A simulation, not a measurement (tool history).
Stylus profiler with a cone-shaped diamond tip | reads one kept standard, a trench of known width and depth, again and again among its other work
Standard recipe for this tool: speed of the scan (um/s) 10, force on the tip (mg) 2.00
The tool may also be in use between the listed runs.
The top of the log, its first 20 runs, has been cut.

run     day  speed of the scan (um/s)  force on the tip (mg)  scans with this tip  hours of work since the height scale was calibrated  depth of the trench (nm)  width of the trench's floor (um)
 21  19.367                         3                   0.84                17931                                                 1630                    503.06                             97.31
 22  20.308                         3                   0.84                18047                                                 1641                    502.98                             97.31
 23  21.579                        10                   1.34                18205                                                 1655                    504.10                             97.26
 24  22.542                        20                   1.81                18324                                                 1666                    505.28                             97.32
 25  23.317                        20                   1.81                18420                                                 1675                    505.05                             97.30
 26  23.979                        40                   3.77                18502                                                 1682                    508.24                             97.20
 27  25.062                         4                   1.41                18636                                                 1694                    504.42                             97.37
 28  25.596                         4                   1.41                18701                                                 1700                    504.10                             97.31
 29  26.358                         4                   1.41                18796                                                 1709                    504.17                             97.35
 30  26.917                         6                   3.18                18865                                                 1715                    507.80                             97.33
 31  27.858                         6                   3.18                18981                                                 1726                    507.40                             97.30
 32  29.038                         6                   3.18                19127                                                 1739                    507.23                             97.35
 33  29.946                        13                   1.04                19240                                                 1749                    503.49                             97.29
 34  30.825                        21                   2.95                19348                                                 1759                    506.99                             97.28
 35  31.646                         6                   0.87                19450                                                 1768                    503.21                             97.33

The next listed run, before its measurement:
 36  32.521                         6                   0.87                19558                                                 1778                         ?                                 ?

{"run 36": {"depth of the trench (nm)": 502.99, "width of the trench's floor (um)": 97.3}}
Were there no unlogged condition in the tool, this run, its random variation unchanged, would have produced depth of the trench (nm) 503.01, width of the trench's floor (um) 97.32.

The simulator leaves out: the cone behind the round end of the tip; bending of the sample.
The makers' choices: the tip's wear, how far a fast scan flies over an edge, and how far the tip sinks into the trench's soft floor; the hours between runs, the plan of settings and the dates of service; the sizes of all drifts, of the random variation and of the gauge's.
